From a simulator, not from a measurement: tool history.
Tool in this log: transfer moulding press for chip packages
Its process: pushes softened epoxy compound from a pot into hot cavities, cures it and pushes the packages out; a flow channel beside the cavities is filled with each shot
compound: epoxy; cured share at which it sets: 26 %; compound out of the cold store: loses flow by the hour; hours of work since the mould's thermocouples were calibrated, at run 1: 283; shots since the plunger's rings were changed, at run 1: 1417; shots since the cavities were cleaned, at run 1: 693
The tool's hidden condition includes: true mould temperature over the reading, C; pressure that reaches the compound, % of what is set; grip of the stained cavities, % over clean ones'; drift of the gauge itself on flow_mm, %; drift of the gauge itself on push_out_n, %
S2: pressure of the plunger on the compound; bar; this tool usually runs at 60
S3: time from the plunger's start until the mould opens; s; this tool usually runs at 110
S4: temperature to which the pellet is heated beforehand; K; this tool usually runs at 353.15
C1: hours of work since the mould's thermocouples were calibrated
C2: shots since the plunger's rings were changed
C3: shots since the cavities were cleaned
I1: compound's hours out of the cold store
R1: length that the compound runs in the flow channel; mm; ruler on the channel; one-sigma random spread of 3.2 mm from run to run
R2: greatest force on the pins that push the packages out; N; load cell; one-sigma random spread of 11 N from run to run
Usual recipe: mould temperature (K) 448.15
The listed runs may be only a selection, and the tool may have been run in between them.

{"run": 1, "hour": 0.0, "mould temperature (K)": 448.15, "S2": 60, "S3": 110, "S4": 353.15, "C1": 283, "C2": 1417, "C3": 693, "I1": 39.6, "R1": 813, "R2": 760}
{"hour": 4.4, "done": "cavities cleaned with cleaning compound and waxed"}
{"run": 2, "hour": 10.8, "mould temperature (K)": 448.15, "S2": 60, "S3": 110, "S4": 353.15, "C1": 288, "C2": 1521, "C3": 71, "I1": 25.3, "R1": 879, "R2": 870}
{"run": 3, "hour": 29.4, "mould temperature (K)": 448.15, "S2": 60, "S3": 110, "S4": 353.15, "C1": 300, "C2": 1730, "C3": 280, "I1": 27.3, "R1": 865, "R2": 861}
{"run": 4, "hour": 45.8, "mould temperature (K)": 448.15, "S2": 60, "S3": 110, "S4": 353.15, "C1": 310, "C2": 1914, "C3": 464, "I1": 42.7, "R1": 795, "R2": 809}
{"run": 5, "hour": 54.9, "mould temperature (K)": 448.15, "S2": 60, "S3": 110, "S4": 353.15, "C1": 316, "C2": 2016, "C3": 566, "I1": 10.7, "R1": 946, "R2": 857}
{"hour": 71.3, "done": "cavities cleaned with cleaning compound and waxed"}
{"run": 6, "hour": 74.2, "mould temperature (K)": 448.15, "S2": 60, "S3": 110, "S4": 353.15, "C1": 327, "C2": 2215, "C3": 32, "I1": 16, "R1": 913, "R2": 555}
{"run": 7, "hour": 83.1, "mould temperature (K)": 448.15, "S2": 60, "S3": 110, "S4": 353.15, "C1": 333, "C2": 2314, "C3": 131, "I1": 30.5, "R1": 845, "R2": 605}
{"run": 8, "hour": 99.3, "mould temperature (K)": 448.15, "S2": 74.1, "S3": 110, "S4": 353.15, "C1": 343, "C2": 2495, "C3": 312, "I1": 38.6, "R1": 890, "R2": 700}
{"run": 9, "hour": 112.5, "mould temperature (K)": 445.15, "S2": 60, "S3": 110, "S4": 353.15, "C1": 351, "C2": 2644, "C3": 461, "I1": 22.3, "R1": 890, "R2": 913}
{"hour": 117.2, "done": "cavities cleaned with cleaning compound and waxed, once more"}
{"run": 10, "hour": 124.3, "mould temperature (K)": 445.15, "S2": 60, "S3": 110, "S4": 353.15, "C1": 358, "C2": 2759, "C3": 79, "I1": 12.6, "R1": 929, "R2": 754}
{"run": 11, "hour": 139.0, "mould temperature (K)": 445.15, "S2": 60, "S3": 110, "S4": 353.15, "C1": 367, "C2": 2923, "C3": 243, "I1": 30, "R1": 844, "R2": 781}
{"run": 12, "hour": 158.0, "mould temperature (K)": 445.15, "S2": 60, "S3": 110, "S4": 353.15, "C1": 379, "C2": 3136, "C3": 456, "I1": 43, "R1": 783, "R2": 851}
{"hour": 162.2, "done": "plunger's sealing rings changed"}
{"run": 13, "hour": 170.7, "mould temperature (K)": 448.15, "S2": 60, "S3": 110, "S4": 353.15, "C1": 386, "C2": 95, "C3": 571, "I1": 25.5, "R1": 899, "R2": 796}
{"hour": 186.2, "done": "cavities cleaned with cleaning compound and waxed"}
{"run": 14, "hour": 191.2, "mould temperature (K)": 448.15, "S2": 60, "S3": 110, "S4": 353.15, "C1": 397, "C2": 307, "C3": 56, "I1": 36.1, "R1": 841, "R2": 565}
{"run": 15, "hour": 209.0, "mould temperature (K)": 448.15, "S2": 72.4, "S3": 110, "S4": 350.15, "C1": 409, "C2": 506, "C3": 255, "I1": 31.2, "R1": 945, "R2": 686}
{"run": 16, "hour": 223.7, "mould temperature (K)": 447.15, "S2": 63.7, "S3": 110, "S4": 353.15, "C1": 418, "C2": 672, "C3": 421, "I1": 46.3, "R1": 822, "R2": 763}
{"run": 17, "hour": 237.2, "mould temperature (K)": 455.15, "S2": 47.6, "S3": 148, "S4": 345.15, "C1": 426, "C2": 823, "C3": 572, "I1": 21.4, "R1": 791, "R2": 576}
{"hour": 253.1, "done": "cavities cleaned with cleaning compound and waxed"}
{"run": 18, "hour": 255.8, "mould temperature (K)": 441.15, "S2": 74.5, "S3": 93, "S4": 351.15, "C1": 437, "C2": 1014, "C3": 31, "I1": 20.3, "R1": 1045, "R2": 1277}
{"run": 19, "hour": 264.8, "mould temperature (K)": 448.15, "S2": 60, "S3": 124, "S4": 362.15, "C1": 443, "C2": 1114, "C3": 131, "I1": 30.6, "R1": 858, "R2": 532}
{"run": 20, "hour": 279.8, "mould temperature (K)": 441.15, "S2": 68.4, "S3": 97, "S4": 347.15, "C1": 452, "C2": 1283, "C3": 300, "I1": 14.8, "R1": 1031, "R2": 1550}
{"run": 21, "hour": 291.6, "mould temperature (K)": 441.15, "S2": 66.1, "S3": 94, "S4": 356.15, "C1": 460, "C2": 1415, "C3": 432, "I1": 17.5, "R1": 990, "R2": 1774}
{"run": 22, "hour": 300.8, "mould temperature (K)": 441.15, "S2": 66.1, "S3": 94, "S4": 356.15, "C1": 465, "C2": 1518, "C3": 535, "I1": 26.2, "R1": 945, "R2": 1653}
{"run": 23, "hour": 311.0, "mould temperature (K)": 451.15, "S2": 46.2, "S3": 147, "S4": 353.15, "C1": 472, "C2": 1631, "C3": 648, "I1": 30.2, "R1": 740, "R2": 578}
{"hour": 320.0, "done": "cavities cleaned with cleaning compound and waxed"}
{"run": 24, "hour": 333.8, "mould temperature (K)": 451.15, "S2": 46.2, "S3": 147, "S4": 353.15, "C1": 485, "C2": 1870, "C3": 154, "I1": 29.5, "R1": 743, "R2": 464}
{"run": 25, "hour": 354.9, "mould temperature (K)": 452.15, "S2": 46.2, "S3": 91, "S4": 353.15, "C1": 498, "C2": 2107, "C3": 391, "I1": 22.8, "R1": 763, "R2": 905}
{"run": 26, "hour": 375.5, "mould temperature (K)": 450.15, "S2": 60, "S3": 110, "S4": 353.15, "C1": 511, "C2": 2337, "C3": 621, "I1": 34, "R1": 819, "R2": 741}
{"hour": 387.7, "done": "cavities cleaned with cleaning compound and waxed"}
{"run": 27, "hour": 387.7, "mould temperature (K)": 453.15, "S2": 63.9, "S3": 119, "S4": 353.15, "C1": 518, "C2": 2457, "C3": 0, "I1": 8.3, "R1": 969, "R2": 401}

Branching from run 27: 5 alternative next runs. What would each branch give?
{"run": "A", "hour": 404.3, "mould temperature (K)": 453.15, "S2": 60, "S3": 117, "S4": 347.15, "C1": 528, "C2": 2643, "C3": 186, "I1": 30.6, "R1": "?", "R2": "?"}
{"run": "B", "hour": 404.3, "mould temperature (K)": 448.15, "S2": 60, "S3": 117, "S4": 360.15, "C1": 528, "C2": 2643, "C3": 186, "I1": 15.5, "R1": "?", "R2": "?"}
{"run": "C", "hour": 404.3, "mould temperature (K)": 448.15, "S2": 60, "S3": 132, "S4": 355.15, "C1": 528, "C2": 2643, "C3": 186, "I1": 16.6, "R1": "?", "R2": "?"}
{"run": "D", "hour": 404.3, "mould temperature (K)": 448.15, "S2": 60, "S3": 110, "S4": 343.15, "C1": 528, "C2": 2643, "C3": 186, "I1": 13.5, "R1": "?", "R2": "?"}
{"run": "E", "hour": 404.3, "mould temperature (K)": 448.15, "S2": 60, "S3": 110, "S4": 355.15, "C1": 528, "C2": 2643, "C3": 186, "I1": 37.8, "R1": "?", "R2": "?"}

run=A R1=825 R2=505
run=B R1=913 R2=615
run=C R1=908 R2=536
run=D R1=922 R2=696
run=E R1=801 R2=676
With no hidden state in the tool, these same runs would have given:
run=A R1=859 R2=391
run=B R1=950 R2=461
run=C R1=945 R2=412
run=D R1=959 R2=511
run=E R1=833 R2=504

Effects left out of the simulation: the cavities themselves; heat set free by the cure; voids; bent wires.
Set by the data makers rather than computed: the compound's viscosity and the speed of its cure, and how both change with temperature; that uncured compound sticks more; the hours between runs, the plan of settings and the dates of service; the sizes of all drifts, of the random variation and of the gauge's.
